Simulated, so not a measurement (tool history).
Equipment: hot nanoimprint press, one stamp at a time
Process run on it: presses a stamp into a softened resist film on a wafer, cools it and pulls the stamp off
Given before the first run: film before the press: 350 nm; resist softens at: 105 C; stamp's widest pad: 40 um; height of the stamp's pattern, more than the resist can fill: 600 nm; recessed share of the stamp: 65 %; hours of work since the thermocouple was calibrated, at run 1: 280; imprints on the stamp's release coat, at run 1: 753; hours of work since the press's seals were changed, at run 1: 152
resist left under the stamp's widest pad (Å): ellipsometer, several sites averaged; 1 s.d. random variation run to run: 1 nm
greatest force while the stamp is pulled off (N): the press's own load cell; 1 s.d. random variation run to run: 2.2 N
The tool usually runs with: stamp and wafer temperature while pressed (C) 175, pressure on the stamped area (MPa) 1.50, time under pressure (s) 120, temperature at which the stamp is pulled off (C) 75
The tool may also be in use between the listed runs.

run,hour,stamp and wafer temperature while pressed (C),pressure on the stamped area (MPa),time under pressure (s),temperature at which the stamp is pulled off (C),hours of work since the thermocouple was calibrated,imprints on the stamp's release coat,hours of work since the press's seals were changed,resist left under the stamp's widest pad (Å),greatest force while the stamp is pulled off (N)
1,0.0,175,1.50,120,75,280,753,152,2101,120
2,11.5,175,1.50,120,75,287,780,159,2090,124
3,18.5,175,1.50,120,75,292,796,164,2088,125
4,26.8,175,1.50,120,75,297,815,169,2101,124
5,40.7,175,1.50,119,75,306,847,178,2094,127
6,54.4,175,1.50,120,75,314,879,186,2101,128
7,64.7,175,1.50,120,75,321,903,193,2092,127
8,72.3,175,1.50,120,75,325,921,197,2101,126
9,78.9,175,1.50,120,75,330,936,201,2102,131
10,89.4,175,1.50,120,75,336,960,208,2104,134
11,104.1,175,1.50,120,68,345,995,217,2082,143
12,114.4,175,1.50,120,68,352,1018,224,2107,144
13,120.8,175,0.99,120,75,356,1033,228,2491,133
14,131.3,175,0.99,120,75,362,1057,234,2516,130
15,144.8,175,1.50,120,81,371,1089,243,2123,123
16,153.2,175,1.50,120,66,376,1108,248,2116,156
17,166.4,175,1.50,120,66,384,1139,256,2117,152
18,174.7,175,1.50,120,66,390,1158,261,2100,152
19,187.6,177,1.01,229,80,398,1188,269,1998,128
20,200.3,177,1.01,229,80,406,1217,277,1993,127
21,208.5,174,1.50,64,65,411,1237,283,2545,156
22,215.3,168,1.50,64,65,415,1252,287,2817,166
23,222.2,168,1.50,64,65,419,1268,291,2827,155
24,230.8,167,1.96,83,76,425,1288,297,2523,135
25,243.0,167,1.96,83,76,432,1316,304,2537,140
# hour 255.3: stamp cleaned and given a new release coat
26,264.0,167,1.06,99,69,442,20,314,2921,118
27,270.5,167,1.06,99,69,446,35,318,2919,116
28,278.0,163,2.32,99,69,450,53,322,2511,114
29,285.5,163,2.32,191,69,455,70,327,2154,114

Had the tool no unlogged condition, and each run kept its random variation, what would the results have been?
The tool's hidden condition here consists of: true temperature over the reading, C; pressure that arrives at the usual setting, %; grip of the stamp's worn release coat, % over a new coat's; drift of the gauge itself on residual_nm, %; drift of the gauge itself on pull_off_n, %.
run,resist left under the stamp's widest pad (Å),greatest force while the stamp is pulled off (N)
1,2043,99
2,2030,102
3,2027,103
4,2039,101
5,2030,103
6,2035,103
7,2024,102
8,2031,100
9,2032,104
10,2032,106
11,2008,112
12,2032,113
13,2421,104
14,2444,101
15,2042,94
16,2034,120
17,2033,116
18,2015,115
19,1919,96
20,1912,94
21,2459,116
22,2737,123
23,2746,115
24,2420,98
25,2431,102
26,2845,115
27,2842,113
28,2390,110
29,2024,110
